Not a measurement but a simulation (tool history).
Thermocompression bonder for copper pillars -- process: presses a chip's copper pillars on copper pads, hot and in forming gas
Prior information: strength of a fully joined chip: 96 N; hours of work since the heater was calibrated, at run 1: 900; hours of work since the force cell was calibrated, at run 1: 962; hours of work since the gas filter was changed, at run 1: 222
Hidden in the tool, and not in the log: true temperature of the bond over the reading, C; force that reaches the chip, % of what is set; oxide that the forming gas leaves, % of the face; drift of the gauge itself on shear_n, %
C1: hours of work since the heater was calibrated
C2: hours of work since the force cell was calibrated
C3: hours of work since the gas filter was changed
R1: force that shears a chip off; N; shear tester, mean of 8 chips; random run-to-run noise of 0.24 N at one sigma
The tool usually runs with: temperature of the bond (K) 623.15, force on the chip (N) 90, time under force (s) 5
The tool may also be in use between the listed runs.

{"run": 1, "hour": 0.0, "temperature of the bond (K)": 623.15, "force on the chip (N)": 90, "time under force (s)": 5, "C1": 900, "C2": 962, "C3": 222, "R1": 54.1}
{"run": 2, "hour": 37.7, "temperature of the bond (K)": 623.15, "force on the chip (N)": 90, "time under force (s)": 4, "C1": 919, "C2": 981, "C3": 241, "R1": 50.3}
{"run": 3, "hour": 75.5, "temperature of the bond (K)": 623.15, "force on the chip (N)": 90, "time under force (s)": 8, "C1": 938, "C2": 1000, "C3": 259, "R1": 61.4}
{"run": 4, "hour": 110.7, "temperature of the bond (K)": 623.15, "force on the chip (N)": 90, "time under force (s)": 8, "C1": 956, "C2": 1017, "C3": 277, "R1": 61.4}
{"run": 5, "hour": 190.3, "temperature of the bond (K)": 638.15, "force on the chip (N)": 90, "time under force (s)": 8, "C1": 996, "C2": 1057, "C3": 317, "R1": 67.3}
{"run": 6, "hour": 229.9, "temperature of the bond (K)": 638.15, "force on the chip (N)": 90, "time under force (s)": 8, "C1": 1015, "C2": 1077, "C3": 337, "R1": 67.2}
{"run": 7, "hour": 273.0, "temperature of the bond (K)": 638.15, "force on the chip (N)": 90, "time under force (s)": 8, "C1": 1037, "C2": 1099, "C3": 359, "R1": 66.9}
{"run": 8, "hour": 322.4, "temperature of the bond (K)": 638.15, "force on the chip (N)": 90, "time under force (s)": 8, "C1": 1062, "C2": 1124, "C3": 383, "R1": 67.1}
{"run": 9, "hour": 388.1, "temperature of the bond (K)": 638.15, "force on the chip (N)": 90, "time under force (s)": 8, "C1": 1095, "C2": 1157, "C3": 416, "R1": 66.5}
{"run": 10, "hour": 436.3, "temperature of the bond (K)": 638.15, "force on the chip (N)": 90, "time under force (s)": 8, "C1": 1119, "C2": 1181, "C3": 441, "R1": 65.7}
{"hour": 465.3, "done": "forming gas filter changed"}
{"run": 11, "hour": 477.7, "temperature of the bond (K)": 638.15, "force on the chip (N)": 90, "time under force (s)": 8, "C1": 1139, "C2": 1201, "C3": 6, "R1": 72.5}
{"run": 12, "hour": 556.8, "temperature of the bond (K)": 638.15, "force on the chip (N)": 90, "time under force (s)": 8, "C1": 1179, "C2": 1241, "C3": 46, "R1": 71.7}
{"run": 13, "hour": 614.6, "temperature of the bond (K)": 638.15, "force on the chip (N)": 90, "time under force (s)": 8, "C1": 1208, "C2": 1270, "C3": 75, "R1": 71.1}
{"run": 14, "hour": 674.6, "temperature of the bond (K)": 618.15, "force on the chip (N)": 71, "time under force (s)": 4, "C1": 1238, "C2": 1300, "C3": 105, "R1": 38.2}
{"run": 15, "hour": 755.3, "temperature of the bond (K)": 618.15, "force on the chip (N)": 71, "time under force (s)": 4, "C1": 1279, "C2": 1341, "C3": 146, "R1": 38.4}
{"run": 16, "hour": 811.9, "temperature of the bond (K)": 627.15, "force on the chip (N)": 73, "time under force (s)": 8, "C1": 1307, "C2": 1369, "C3": 174, "R1": 54.4}
{"run": 17, "hour": 857.3, "temperature of the bond (K)": 627.15, "force on the chip (N)": 73, "time under force (s)": 8, "C1": 1330, "C2": 1392, "C3": 197, "R1": 54.1}
{"run": 18, "hour": 919.4, "temperature of the bond (K)": 627.15, "force on the chip (N)": 73, "time under force (s)": 8, "C1": 1361, "C2": 1423, "C3": 228, "R1": 53.8}
{"run": 19, "hour": 985.2, "temperature of the bond (K)": 596.15, "force on the chip (N)": 79, "time under force (s)": 5, "C1": 1394, "C2": 1456, "C3": 261, "R1": 35.2}
{"run": 20, "hour": 1053.1, "temperature of the bond (K)": 596.15, "force on the chip (N)": 79, "time under force (s)": 5, "C1": 1428, "C2": 1490, "C3": 295, "R1": 34.9}
{"run": 21, "hour": 1096.7, "temperature of the bond (K)": 602.15, "force on the chip (N)": 90, "time under force (s)": 10, "C1": 1450, "C2": 1512, "C3": 317, "R1": 53.8}
{"run": 22, "hour": 1139.4, "temperature of the bond (K)": 595.15, "force on the chip (N)": 93, "time under force (s)": 11, "C1": 1472, "C2": 1534, "C3": 338, "R1": 52.5}
{"hour": 1193.6, "done": "force cell calibrated"}
{"run": 23, "hour": 1201.9, "temperature of the bond (K)": 595.15, "force on the chip (N)": 93, "time under force (s)": 11, "C1": 1502, "C2": 4, "C3": 369, "R1": 57.0}
{"run": 24, "hour": 1274.2, "temperature of the bond (K)": 603.15, "force on the chip (N)": 93, "time under force (s)": 11, "C1": 1539, "C2": 40, "C3": 405, "R1": 61.1}
{"run": 25, "hour": 1342.5, "temperature of the bond (K)": 603.15, "force on the chip (N)": 93, "time under force (s)": 11, "C1": 1573, "C2": 75, "C3": 440, "R1": 60.7}

Take each entry between the runs: how does the hidden state at the last listed run before it differ from the hidden state at the first listed run after it?
After run 10, before run 11: forming gas filter changed (hour 465.3)
  true temperature of the bond over the reading, C: 9.5 -> 9.7; force that reaches the chip, % of what is set: 92.5 -> 92.4; oxide that the forming gas leaves, % of the face: 8.82 -> 0.8
  measured minus no-state result, R1: -5.1 -> +0.7 N
After run 22, before run 23: force cell calibrated (hour 1193.6)
  true temperature of the bond over the reading, C: 12.5 -> 12.8; force that reaches the chip, % of what is set: 90.4 -> 99.6; oxide that the forming gas leaves, % of the face: 7.46 -> 8.11
  measured minus no-state result, R1: -1.7 -> +2.5 N
